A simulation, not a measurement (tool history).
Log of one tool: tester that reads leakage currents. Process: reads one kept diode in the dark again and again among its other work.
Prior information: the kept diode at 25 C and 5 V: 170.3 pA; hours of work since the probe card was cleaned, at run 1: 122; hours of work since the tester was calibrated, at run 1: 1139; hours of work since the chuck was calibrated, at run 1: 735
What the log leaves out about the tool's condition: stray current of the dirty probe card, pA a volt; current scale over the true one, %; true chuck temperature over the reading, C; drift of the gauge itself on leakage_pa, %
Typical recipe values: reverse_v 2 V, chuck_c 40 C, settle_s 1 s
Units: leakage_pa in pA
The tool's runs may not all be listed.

| run | day | reverse_v | chuck_c | settle_s | hours of work since the probe card was cleaned | hours of work since the tester was calibrated | hours of work since the chuck was calibrated | leakage_pa |
|---|---|---|---|---|---|---|---|---|
| 1 | 0 | 2 | 40 | 1 | 122 | 1139 | 735 | 315.16 |
| 2 | 1.504 | 2 | 40 | 1 | 142 | 1159 | 754 | 313.93 |
| 3 | 2.638 | 2 | 40 | 1 | 157 | 1174 | 769 | 313.06 |
|  | 3.788 | chuck's temperature calibrated |
| 4 | 3.946 | 2 | 40 | 1 | 173 | 1190 | 2 | 361.59 |
| 5 | 5.55 | 2 | 40 | 2.94 | 194 | 1211 | 23 | 358.75 |
| 6 | 6.492 | 2 | 40 | 3.79 | 207 | 1223 | 36 | 358.28 |
| 7 | 7.55 | 2 | 21 | 1 | 220 | 1237 | 49 | 91.56 |
| 8 | 9.108 | 2 | 21 | 1 | 241 | 1258 | 70 | 90.43 |
| 9 | 10.108 | 2 | 21 | 1 | 254 | 1271 | 83 | 91.29 |
| 10 | 10.85 | 2 | 21 | 1 | 264 | 1281 | 93 | 90.89 |
| 11 | 11.954 | 2 | 22 | 1 | 278 | 1295 | 107 | 98.08 |
| 12 | 13.671 | 10.32 | 40 | 1 | 301 | 1318 | 130 | 636.94 |
| 13 | 14.604 | 2 | 40 | 1 | 313 | 1330 | 142 | 351.03 |
| 14 | 16.304 | 2 | 40 | 5.43 | 336 | 1352 | 165 | 350.02 |
| 15 | 17.625 | 2 | 40 | 5.43 | 353 | 1370 | 182 | 347.43 |
| 16 | 18.562 | 2 | 27 | 1 | 365 | 1382 | 194 | 139.45 |
| 17 | 19.646 | 2 | 27 | 1 | 379 | 1396 | 209 | 138.55 |
| 18 | 20.825 | 2 | 27 | 1 | 395 | 1412 | 224 | 138.56 |
|  | 21.1 | probe card cleaned and baked |
| 19 | 21.9 | 2 | 27 | 1 | 11 | 1424 | 237 | 138.64 |
| 20 | 23.358 | 2 | 27 | 1 | 30 | 1444 | 256 | 138.71 |
| 21 | 24.579 | 2 | 58 | 1 | 46 | 1460 | 272 | 1090.57 |
| 22 | 25.85 | 2 | 55 | 1 | 63 | 1476 | 289 | 900.27 |
| 23 | 27.046 | 2 | 55 | 1 | 78 | 1492 | 304 | 903.29 |
| 24 | 27.758 | 2 | 55 | 1 | 88 | 1501 | 314 | 896.35 |
| 25 | 29.117 | 2 | 24 | 1.01 | 105 | 1519 | 332 | 109.24 |
|  | 29.85 | probe card cleaned and baked, once more |
| 26 | 30.942 | 2 | 24 | 1.01 | 14 | 1542 | 354 | 107.83 |
| 27 | 32.675 | 2.49 | 40 | 1 | 37 | 1564 | 377 | 363.22 |
| 28 | 33.908 | 2.52 | 40 | 1 | 53 | 1581 | 393 | 366.59 |
| 29 | 35.008 | 2.52 | 40 | 1 | 68 | 1595 | 407 | 363.45 |
| 30 | 36.167 | 1.2 | 40 | 2.91 | 83 | 1610 | 423 | 279.58 |
| 31 | 37.483 | 2.52 | 40 | 1 | 100 | 1628 | 440 | 359.67 |
| 32 | 38.412 | 2 | 28 | 0.32 | 113 | 1640 | 452 | 143.96 |
| 33 | 39.438 | 2 | 28 | 0.32 | 126 | 1653 | 466 | 143.25 |
| 34 | 40.154 | 6.19 | 25 | 0.32 | 136 | 1663 | 475 | 176.62 |
| 35 | 41.554 | 6.19 | 32 | 1.69 | 154 | 1681 | 493 | 284.64 |
| 36 | 42.417 | 2.81 | 34 | 3.84 | 165 | 1693 | 505 | 244.85 |
| 37 | 44.1 | 16.16 | 38 | 1.18 | 187 | 1715 | 527 | 610.23 |

For run 38, what comes out?
| 38 | 44.962 | 16.16 | 38 | 1.18 | 199 | 1726 | 538 | ? |

Run 38 produced leakage_pa 607.68 pA.
With no hidden state in the tool, this same run would have given leakage_pa 660.81 pA.
